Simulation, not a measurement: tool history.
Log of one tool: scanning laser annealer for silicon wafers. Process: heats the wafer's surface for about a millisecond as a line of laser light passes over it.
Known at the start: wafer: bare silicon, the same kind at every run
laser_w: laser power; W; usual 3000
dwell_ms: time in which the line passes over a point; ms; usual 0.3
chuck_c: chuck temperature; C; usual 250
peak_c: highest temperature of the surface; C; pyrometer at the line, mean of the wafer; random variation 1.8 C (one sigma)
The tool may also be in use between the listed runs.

run	day	laser_w	dwell_ms	chuck_c	peak_c
1	0	3000	0.3	250	976
2	0.879	3000	0.327	250	1007
3	2.05	3000	0.327	250	1006
4	3.196	3000	0.327	250	1005
5	4.208	3000	0.327	250	1002
6	5.804	3000	0.327	250	1004
7	6.808	3000	0.3	250	976
8	8.042	3000	0.3	250	970
9	9.221	3000	0.221	250	877
10	10.35	3014	0.3	250	974
# day 10.562: window over the wafer cleaned
11	11.646	2983	0.379	216	1007
12	13.104	2895	0.3	250	943
13	14.329	2895	0.3	250	941
14	15.438	2795	0.3	239	903
15	16.921	2795	0.3	239	901
# day 17.754: window over the wafer cleaned, once more
16	18.479	2795	0.3	239	919
17	19.246	2756	0.3	281	947

Forecast each of these 4 alternatives for the next run:
A	20.771	2889	0.264	275	?
B	20.771	3000	0.306	250	?
C	20.771	3222	0.232	233	?
D	20.771	3057	0.33	220	?

run	peak_c
A	935
B	981
C	932
D	990
Without the tool's hidden state the same runs would have given:
run	peak_c
A	954
B	1002
C	952
D	1012

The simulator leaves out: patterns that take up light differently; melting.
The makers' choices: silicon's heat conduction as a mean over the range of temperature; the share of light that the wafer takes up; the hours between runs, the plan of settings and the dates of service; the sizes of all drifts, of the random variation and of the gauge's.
